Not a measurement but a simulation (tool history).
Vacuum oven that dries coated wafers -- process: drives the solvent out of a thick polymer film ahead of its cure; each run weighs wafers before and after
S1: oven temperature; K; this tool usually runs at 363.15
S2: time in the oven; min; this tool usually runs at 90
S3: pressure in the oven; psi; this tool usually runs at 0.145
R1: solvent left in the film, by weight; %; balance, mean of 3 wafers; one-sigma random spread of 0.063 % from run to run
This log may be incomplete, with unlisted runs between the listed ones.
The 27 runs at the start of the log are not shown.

{"run": 28, "day": 49.971, "S1": 350.15, "S2": 145, "S3": 0.151, "R1": 6.56}
{"run": 29, "day": 52.392, "S1": 350.15, "S2": 145, "S3": 0.151, "R1": 6.55}
{"run": 30, "day": 54.038, "S1": 363.15, "S2": 69, "S3": 0.174, "R1": 5.8}
{"run": 31, "day": 55.125, "S1": 371.15, "S2": 145, "S3": 0.174, "R1": 1.03}
{"run": 32, "day": 57.675, "S1": 371.15, "S2": 145, "S3": 0.174, "R1": 1.03}
{"day": 59.167, "done": "vacuum gauge cleaned of residue and calibrated, once more"}
{"run": 33, "day": 59.754, "S1": 350.15, "S2": 158, "S3": 0.499, "R1": 6.71}
{"run": 34, "day": 60.812, "S1": 350.15, "S2": 158, "S3": 0.249, "R1": 5.88}
{"run": 35, "day": 62.192, "S1": 375.15, "S2": 162, "S3": 0.081, "R1": 0.31}
{"run": 36, "day": 63.633, "S1": 363.15, "S2": 51, "S3": 0.073, "R1": 6.92}
{"run": 37, "day": 64.962, "S1": 377.15, "S2": 97, "S3": 0.428, "R1": 1.1}
{"run": 38, "day": 67.546, "S1": 374.15, "S2": 73, "S3": 0.094, "R1": 1.84}

Alternative continuations, all from the tool just after run 38; predict every row:
{"run": "A", "day": 68.892, "S1": 364.15, "S2": 71, "S3": 0.145, "R1": "?"}
{"run": "B", "day": 68.892, "S1": 374.15, "S2": 77, "S3": 0.096, "R1": "?"}
{"run": "C", "day": 68.892, "S1": 374.15, "S2": 105, "S3": 0.094, "R1": "?"}
{"run": "D", "day": 68.892, "S1": 363.15, "S2": 145, "S3": 0.17, "R1": "?"}

run=A R1=4.83
run=B R1=1.61
run=C R1=0.83
run=D R1=1.92
Without the tool's hidden state the same runs would have given:
run=A R1=4.79
run=B R1=1.58
run=C R1=0.8
run=D R1=1.89
